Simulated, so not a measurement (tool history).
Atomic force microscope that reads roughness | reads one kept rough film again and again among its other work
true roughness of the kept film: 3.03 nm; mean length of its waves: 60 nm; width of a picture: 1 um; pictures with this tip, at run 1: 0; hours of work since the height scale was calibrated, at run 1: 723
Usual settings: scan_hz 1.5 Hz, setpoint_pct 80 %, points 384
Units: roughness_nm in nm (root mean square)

run,hour,scan_hz,setpoint_pct,points,pictures with this tip,hours of work since the height scale was calibrated,roughness_nm
1,0,1.5,80,384,0,723,2.63
2,80.7,2.55,80,384,85,758,2.418
3,143.8,2.55,80,384,151,785,2.36
4,211.3,1.5,62,384,222,814,2.646
# hour 266.2: new tip fitted
5,283.6,2.44,80,384,18,845,2.459
6,334.6,2.44,80,384,72,867,2.43
7,384.8,2.44,80,384,125,889,2.406
8,447.8,2.44,80,384,191,916,2.362
9,482.4,2.44,80,384,228,931,2.333
# hour 531.2: new tip fitted
10,554.9,2.44,80,384,25,962,2.441
11,631.8,2.44,80,384,106,995,2.407
12,668.6,2.44,80,384,144,1011,2.376
13,716.9,2.34,59,941,195,1032,2.648
14,751.5,2.34,59,941,232,1046,2.618
15,785.3,2.89,80,957,267,1061,2.263
# hour 798.1: new tip fitted
16,869.6,0.58,67,325,75,1097,2.77
17,940.3,0.58,67,325,150,1128,2.719
18,994.2,2.84,67,384,207,1151,2.502
# hour 1064: new tip fitted
19,1072.5,1.16,61,373,9,1184,2.772

4 ways to go on from here, each from the tool as it stands after run 19. What would each give?
A,1143,0.56,89,336,83,1215,?
B,1143,3.82,59,485,83,1215,?
C,1143,1.78,61,373,83,1215,?
D,1143,1.24,80,384,83,1215,?

run,roughness_nm
A,2.662
B,2.613
C,2.707
D,2.587
Without the tool's hidden state the same runs would have given:
run,roughness_nm
A,2.76
B,2.709
C,2.806
D,2.682

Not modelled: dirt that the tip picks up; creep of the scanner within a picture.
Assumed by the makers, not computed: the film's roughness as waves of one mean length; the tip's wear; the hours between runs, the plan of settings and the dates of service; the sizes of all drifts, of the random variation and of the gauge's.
